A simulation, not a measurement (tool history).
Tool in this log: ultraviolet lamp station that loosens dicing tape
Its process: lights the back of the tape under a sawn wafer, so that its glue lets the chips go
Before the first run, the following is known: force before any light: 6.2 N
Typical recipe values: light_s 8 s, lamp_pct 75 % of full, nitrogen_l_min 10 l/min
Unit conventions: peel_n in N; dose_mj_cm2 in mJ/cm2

run    day  light_s  lamp_pct  nitrogen_l_min  peel_n  dose_mj_cm2
  1  0.000        8        75              10   0.557          335
  2  0.483        8        75              10   0.599          329
  3  0.808        8        75              10   0.574          329
  4  1.150        8        75              10   0.595          332
  5  1.692        8        75              10   0.586          332
  6  2.208        8        75              10   0.588          329
  7  2.629        8        75              19   0.420          328
  8  2.942        8        75              19   0.432          320
  9  3.512        8        75              19   0.421          322
 10  4.004        8        75              19   0.414          320
     4.058  -- window cleaned of glue's vapour
 11  4.554        8        75              19   0.452          317
 12  4.838        8        75              19   0.456          311
 13  5.358        8        75              19   0.451          305
 14  5.700        8        75              19   0.432          310
 15  6.150        8        84               4   0.975          346
 16  6.429        6        67               4   1.992          204
 17  6.758        4        85               4   2.356          177
 18  7.367        8        70               6   1.044          281
     7.588  -- window cleaned of glue's vapour, once more
 19  7.700        5        77              15   0.899          219
 20  8.162        5        77               9   1.174          219
 21  8.633        5        77               9   1.177          213
 22  8.958        5        77               9   1.227          222
 23  9.433        5        77               9   1.207          219

Alternative continuations, all from the tool just after run 23; predict every row:
  A  10.012        5        77              19       ?            ?
  B  10.012       10        77               7       ?            ?
  C  10.012        6        95              12       ?            ?

run  peel_n  dose_mj_cm2
  A   0.834          218
  B   0.465          436
  C   0.553          323
Without the tool's hidden state the same runs would have given:
run  peel_n  dose_mj_cm2
  A   0.732          236
  B   0.412          471
  C   0.485          349

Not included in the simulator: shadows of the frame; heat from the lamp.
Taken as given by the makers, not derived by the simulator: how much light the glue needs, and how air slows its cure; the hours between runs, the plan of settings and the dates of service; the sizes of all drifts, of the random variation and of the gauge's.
